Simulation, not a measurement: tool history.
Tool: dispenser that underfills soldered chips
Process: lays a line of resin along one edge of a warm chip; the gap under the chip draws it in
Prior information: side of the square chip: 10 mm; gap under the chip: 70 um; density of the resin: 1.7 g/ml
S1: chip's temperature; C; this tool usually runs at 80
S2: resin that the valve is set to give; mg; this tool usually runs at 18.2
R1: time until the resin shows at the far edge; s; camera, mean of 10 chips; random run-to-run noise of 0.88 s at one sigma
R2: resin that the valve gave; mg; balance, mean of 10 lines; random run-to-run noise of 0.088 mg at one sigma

run,day,S1,S2,R1,R2
1,0,80,18.2,94.1,16.92
2,0.438,80,18.2,80,16.66
3,0.758,80,19.2,98.6,17.56
4,1.062,80,19.2,80.5,17.54
5,1.296,80,18.2,96.5,16.63
6,1.488,80,18.2,108.3,16.33
7,1.917,80,18.2,92.7,18.22
8,2.238,90,18.2,86,18.22
9,2.592,90,18.2,71.8,17.9
10,2.788,90,18.2,82.9,17.99
11,3.171,80,18.2,92.3,17.89
12,3.508,80,18.2,115.5,17.78
13,3.738,80,18.2,92.1,17.7
14,4.038,80,18.2,110.8,17.53
15,4.262,80,18.2,84.9,17.78
16,4.654,80,18.2,108.9,17.51
17,4.979,80,18.2,92.3,17.53
18,5.279,92,17.5,79.3,16.68
19,5.5,82,19.9,77.3,18.92
20,5.812,93,20.7,69.6,19.48
21,6.171,84,19.6,75.3,18.42
22,6.542,80,21.4,106.7,20
23,6.892,80,21.4,90.4,19.85
24,7.3,80,21.4,76.1,19.62
25,7.742,74,16.9,129.3,15.51
26,7.979,74,16.9,100.9,15.48
27,8.296,80,18.9,96.6,18.88
28,8.55,80,19.3,116.2,19.11
29,8.942,80,19.3,95,18.99
30,9.267,71,17.6,105.8,17.35
31,9.467,71,17.6,121.4,17.28
32,9.733,71,17.6,142.2,17.26
33,10.017,71,17.6,113,17.08
34,10.488,92,16,57,15.48

Put back what was entered between runs (19 entries, withheld): which listed runs does each sit between, and how does the hidden state differ from the listed run before to the listed run after?
Between runs 1 and 2: new syringe of resin (day 0.429)
  resin's viscosity, % of fresh resin's: 114 -> 99.1; dose that the valve gives, % of what is set: 92.63 -> 91.97; true chip temperature over the reading, C: 0.97 -> 1
  measured less the result without the state, R1: +10.3 -> -1.9 s; R2: -1.34 -> -1.46 mg
Between runs 3 and 4: new syringe of resin (day 1.042)
  resin's viscosity, % of fresh resin's: 122.4 -> 101.3; dose that the valve gives, % of what is set: 91.5 -> 91.09; true chip temperature over the reading, C: 1.02 -> 1.04
  measured less the result without the state, R1: +16.4 -> -0.4 s; R2: -1.63 -> -1.71 mg
Between runs 6 and 7: dispensing valve cleaned and set on the balance (day 1.621); new syringe of resin (day 1.7)
  resin's viscosity, % of fresh resin's: 133.7 -> 115.8; dose that the valve gives, % of what is set: 90.44 -> 100.21; true chip temperature over the reading, C: 1.07 -> 1.09
  measured less the result without the state, R1: +26.3 -> +10 s; R2: -1.73 -> +0.04 mg
Between runs 8 and 9: new syringe of resin (day 2.312)
  resin's viscosity, % of fresh resin's: 143.2 -> 119.8; dose that the valve gives, % of what is set: 99.65 -> 99.19; true chip temperature over the reading, C: 1.11 -> 1.14
  measured less the result without the state, R1: +24 -> +10 s; R2: -0.06 -> -0.15 mg
Between runs 10 and 11: new syringe of resin (day 2.946)
  resin's viscosity, % of fresh resin's: 136.5 -> 116.8; dose that the valve gives, % of what is set: 98.91 -> 98.35; true chip temperature over the reading, C: 1.15 -> 1.18
  measured less the result without the state, R1: +20.3 -> +10.7 s; R2: -0.2 -> -0.3 mg
Between runs 12 and 13: new syringe of resin (day 3.562)
  resin's viscosity, % of fresh resin's: 145.9 -> 113.4; dose that the valve gives, % of what is set: 97.86 -> 97.51; true chip temperature over the reading, C: 1.2 -> 1.21
  measured less the result without the state, R1: +33.8 -> +8.3 s; R2: -0.39 -> -0.45 mg
Between runs 14 and 15: new syringe of resin (day 4.183)
  resin's viscosity, % of fresh resin's: 138.2 -> 105.9; dose that the valve gives, % of what is set: 97.06 -> 96.75; true chip temperature over the reading, C: 1.23 -> 1.25
  measured less the result without the state, R1: +28 -> +2.2 s; R2: -0.53 -> -0.59 mg
Between runs 16 and 17: new syringe of resin (day 4.8)
  resin's viscosity, % of fresh resin's: 136.9 -> 112.6; dose that the valve gives, % of what is set: 96.13 -> 95.65; true chip temperature over the reading, C: 1.27 -> 1.29
  measured less the result without the state, R1: +26.8 -> +7.8 s; R2: -0.71 -> -0.8 mg
Between runs 18 and 19: new syringe of resin (day 5.429)
  resin's viscosity, % of fresh resin's: 137.3 -> 104; dose that the valve gives, % of what is set: 95.18 -> 94.87; true chip temperature over the reading, C: 1.31 -> 1.33
  measured less the result without the state, R1: +20 -> +0.4 s; R2: -0.84 -> -1.02 mg
Between runs 20 and 21: new syringe of resin (day 6.062)
  resin's viscosity, % of fresh resin's: 127.7 -> 106.6; dose that the valve gives, % of what is set: 94.39 -> 93.92; true chip temperature over the reading, C: 1.35 -> 1.37
  measured less the result without the state, R1: +13.3 -> +2.4 s; R2: -1.16 -> -1.19 mg
Between runs 22 and 23: new syringe of resin (day 6.688)
  resin's viscosity, % of fresh resin's: 136.1 -> 115.4; dose that the valve gives, % of what is set: 93.39 -> 92.88; true chip temperature over the reading, C: 1.39 -> 1.42
  measured less the result without the state, R1: +25.4 -> +9.2 s; R2: -1.41 -> -1.53 mg
Between runs 23 and 24: new syringe of resin (day 7.3)
  resin's viscosity, % of fresh resin's: 115.4 -> 98.3; dose that the valve gives, % of what is set: 92.88 -> 92.26; true chip temperature over the reading, C: 1.42 -> 1.44
  measured less the result without the state, R1: +9.2 -> -4.2 s; R2: -1.53 -> -1.64 mg
Between runs 25 and 26: new syringe of resin (day 7.933)
  resin's viscosity, % of fresh resin's: 131.3 -> 102.8; dose that the valve gives, % of what is set: 91.66 -> 91.27; true chip temperature over the reading, C: 1.47 -> 1.49
  measured less the result without the state, R1: +28.4 -> +0.6 s; R2: -1.41 -> -1.48 mg
Between runs 26 and 27: dispensing valve cleaned and set on the balance (day 8.058)
  resin's viscosity, % of fresh resin's: 102.8 -> 123.2; dose that the valve gives, % of what is set: 91.27 -> 99.73; true chip temperature over the reading, C: 1.49 -> 1.51
  measured less the result without the state, R1: +0.6 -> +14.7 s; R2: -1.48 -> -0.06 mg
Between runs 28 and 29: new syringe of resin (day 8.604)
  resin's viscosity, % of fresh resin's: 145.5 -> 122.1; dose that the valve gives, % of what is set: 99.36 -> 98.76; true chip temperature over the reading, C: 1.52 -> 1.55
  measured less the result without the state, R1: +32.8 -> +13.6 s; R2: -0.13 -> -0.23 mg
Between runs 29 and 30: new syringe of resin (day 9.229)
  resin's viscosity, % of fresh resin's: 122.1 -> 101.5; dose that the valve gives, % of what is set: 98.76 -> 98.3; true chip temperature over the reading, C: 1.55 -> 1.57
  measured less the result without the state, R1: +13.6 -> -3.3 s; R2: -0.23 -> -0.3 mg
Between runs 32 and 33: new syringe of resin (day 9.854)
  resin's viscosity, % of fresh resin's: 137.6 -> 108.2; dose that the valve gives, % of what is set: 97.59 -> 97.15; true chip temperature over the reading, C: 1.6 -> 1.62
  measured less the result without the state, R1: +34.1 -> +3.7 s; R2: -0.43 -> -0.5 mg
Between runs 33 and 34: new syringe of resin (day 10.488)
  resin's viscosity, % of fresh resin's: 108.2 -> 98.9; dose that the valve gives, % of what is set: 97.15 -> 96.45; true chip temperature over the reading, C: 1.62 -> 1.65
  measured less the result without the state, R1: +3.7 -> -2.8 s; R2: -0.5 -> -0.57 mg
